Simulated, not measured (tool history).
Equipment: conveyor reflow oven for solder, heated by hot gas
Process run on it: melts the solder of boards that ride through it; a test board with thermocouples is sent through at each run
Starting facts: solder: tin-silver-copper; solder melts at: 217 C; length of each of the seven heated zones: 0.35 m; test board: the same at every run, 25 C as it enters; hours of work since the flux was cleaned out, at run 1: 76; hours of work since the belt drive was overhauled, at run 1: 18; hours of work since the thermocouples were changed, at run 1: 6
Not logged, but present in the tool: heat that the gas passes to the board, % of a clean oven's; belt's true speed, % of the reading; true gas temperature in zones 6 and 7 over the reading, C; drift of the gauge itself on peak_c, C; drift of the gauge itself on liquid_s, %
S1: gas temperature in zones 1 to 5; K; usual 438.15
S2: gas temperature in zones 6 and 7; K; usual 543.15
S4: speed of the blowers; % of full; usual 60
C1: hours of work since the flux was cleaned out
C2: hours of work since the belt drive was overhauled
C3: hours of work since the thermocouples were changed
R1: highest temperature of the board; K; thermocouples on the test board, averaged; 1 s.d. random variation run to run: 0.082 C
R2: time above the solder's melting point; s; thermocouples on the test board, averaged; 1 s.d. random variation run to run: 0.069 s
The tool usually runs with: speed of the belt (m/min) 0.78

run 1 hour=0 | S1=438.15 S2=543.15 speed_of_the_belt_(m/min)=0.78 S4=60 | C1=76 C2=18 C3=6 | R1=524.67 R2=37.68
run 2 hour=6.1 | S1=438.15 S2=543.15 speed_of_the_belt_(m/min)=0.78 S4=61 | C1=78 C2=20 C3=8 | R1=525.06 R2=37.86
run 3 hour=10.7 | S1=438.15 S2=543.15 speed_of_the_belt_(m/min)=0.78 S4=61 | C1=80 C2=22 C3=10 | R1=524.88 R2=37.7
run 4 hour=18.6 | S1=438.15 S2=543.15 speed_of_the_belt_(m/min)=0.78 S4=61 | C1=83 C2=25 C3=13 | R1=525 R2=37.81
run 5 hour=25.5 | S1=438.15 S2=543.15 speed_of_the_belt_(m/min)=0.78 S4=60 | C1=86 C2=28 C3=16 | R1=524.65 R2=37.47
run 6 hour=34.1 | S1=438.15 S2=543.15 speed_of_the_belt_(m/min)=0.78 S4=60 | C1=90 C2=31 C3=19 | R1=524.74 R2=37.54
run 7 hour=42.9 | S1=438.15 S2=543.15 speed_of_the_belt_(m/min)=0.78 S4=60 | C1=93 C2=35 C3=23 | R1=524.54 R2=37.53
run 8 hour=49.2 | S1=438.15 S2=543.15 speed_of_the_belt_(m/min)=0.78 S4=60 | C1=96 C2=37 C3=25 | R1=524.56 R2=37.52
run 9 hour=55 | S1=438.15 S2=543.15 speed_of_the_belt_(m/min)=0.78 S4=60 | C1=98 C2=40 C3=28 | R1=524.49 R2=37.48
run 10 hour=59.7 | S1=438.15 S2=543.15 speed_of_the_belt_(m/min)=0.78 S4=60 | C1=100 C2=42 C3=30 | R1=524.56 R2=37.46
run 11 hour=66.4 | S1=438.15 S2=543.15 speed_of_the_belt_(m/min)=0.78 S4=60 | C1=103 C2=44 C3=32 | R1=524.55 R2=37.49
run 12 hour=70.1 | S1=438.15 S2=543.15 speed_of_the_belt_(m/min)=0.78 S4=60 | C1=104 C2=46 C3=34 | R1=524.5 R2=37.46
run 13 hour=74.7 | S1=438.15 S2=543.15 speed_of_the_belt_(m/min)=0.78 S4=60 | C1=106 C2=48 C3=36 | R1=524.45 R2=37.43
run 14 hour=80 | S1=438.15 S2=543.15 speed_of_the_belt_(m/min)=0.78 S4=60 | C1=108 C2=50 C3=38 | R1=524.41 R2=37.48
run 15 hour=83.9 | S1=438.15 S2=543.15 speed_of_the_belt_(m/min)=0.78 S4=60 | C1=110 C2=51 C3=39 | R1=524.41 R2=37.48
run 16 hour=88.4 | S1=438.15 S2=543.15 speed_of_the_belt_(m/min)=0.78 S4=60 | C1=111 C2=53 C3=41 | R1=524.59 R2=37.32
run 17 hour=94 | S1=433.15 S2=550.15 speed_of_the_belt_(m/min)=0.907 S4=71 | C1=114 C2=55 C3=43 | R1=526.7 R2=31.95
run 18 hour=98.4 | S1=433.15 S2=550.15 speed_of_the_belt_(m/min)=0.907 S4=71 | C1=115 C2=57 C3=45 | R1=526.6 R2=31.83
run 19 hour=103.1 | S1=434.15 S2=550.15 speed_of_the_belt_(m/min)=0.808 S4=81 | C1=117 C2=59 C3=47 | R1=533.66 R2=39.93
run 20 hour=107.1 | S1=434.15 S2=550.15 speed_of_the_belt_(m/min)=0.808 S4=81 | C1=119 C2=61 C3=49 | R1=533.54 R2=40.06
run 21 hour=113.8 | S1=434.15 S2=550.15 speed_of_the_belt_(m/min)=0.808 S4=81 | C1=122 C2=63 C3=51 | R1=533.58 R2=39.94
run 22 hour=118.7 | S1=444.15 S2=547.15 speed_of_the_belt_(m/min)=0.891 S4=51 | C1=124 C2=65 C3=53 | R1=520.68 R2=30.76
run 23 hour=123.1 | S1=438.15 S2=546.15 speed_of_the_belt_(m/min)=0.632 S4=50 | C1=125 C2=67 C3=55 | R1=531.45 R2=51.18
run 24 hour=129.2 | S1=438.15 S2=543.15 speed_of_the_belt_(m/min)=0.747 S4=60 | C1=128 C2=70 C3=57 | R1=525.81 R2=40.18
run 25 hour=137.9 | S1=438.15 S2=543.15 speed_of_the_belt_(m/min)=0.747 S4=60 | C1=131 C2=73 C3=61 | R1=525.83 R2=40.05
run 26 hour=141.8 | S1=450.15 S2=543.15 speed_of_the_belt_(m/min)=0.747 S4=82 | C1=133 C2=75 C3=62 | R1=531.86 R2=46.66
run 27 hour=149.6 | S1=447.15 S2=534.15 speed_of_the_belt_(m/min)=0.879 S4=61 | C1=136 C2=78 C3=66 | R1=514.41 R2=28.94
run 28 hour=156.2 | S1=447.15 S2=534.15 speed_of_the_belt_(m/min)=0.879 S4=61 | C1=139 C2=80 C3=68 | R1=514.5 R2=28.84
run 29 hour=163.4 | S1=447.15 S2=556.15 speed_of_the_belt_(m/min)=0.622 S4=77 | C1=141 C2=83 C3=71 | R1=547.28 R2=61.93
run 30 hour=168.4 | S1=438.15 S2=555.15 speed_of_the_belt_(m/min)=0.911 S4=60 | C1=143 C2=85 C3=73 | R1=527.85 R2=32.81
run 31 hour=175.9 | S1=438.15 S2=555.15 speed_of_the_belt_(m/min)=0.911 S4=60 | C1=146 C2=88 C3=76 | R1=527.88 R2=32.76

Forecast each of these 4 alternatives for the next run:
run A hour=181 | S1=431.15 S2=543.15 speed_of_the_belt_(m/min)=0.78 S4=73 | C1=149 C2=90 C3=78 | R1=? R2=?
run B hour=181 | S1=438.15 S2=543.15 speed_of_the_belt_(m/min)=0.811 S4=51 | C1=149 C2=90 C3=78 | R1=? R2=?
run C hour=181 | S1=424.15 S2=534.15 speed_of_the_belt_(m/min)=0.911 S4=60 | C1=149 C2=90 C3=78 | R1=? R2=?
run D hour=181 | S1=438.15 S2=555.15 speed_of_the_belt_(m/min)=0.911 S4=53 | C1=149 C2=90 C3=78 | R1=? R2=?

run=A R1=526.18 R2=37.48
run=B R1=519.75 R2=32.65
run=C R1=507.12 R2=18.3
run=D R1=525.22 R2=31.31
Without the tool's unlogged condition, the same runs would have read:
run=A R1=527.52 R2=38.3
run=B R1=520.9 R2=33.45
run=C R1=508.62 R2=19.61
run=D R1=526.65 R2=32.05
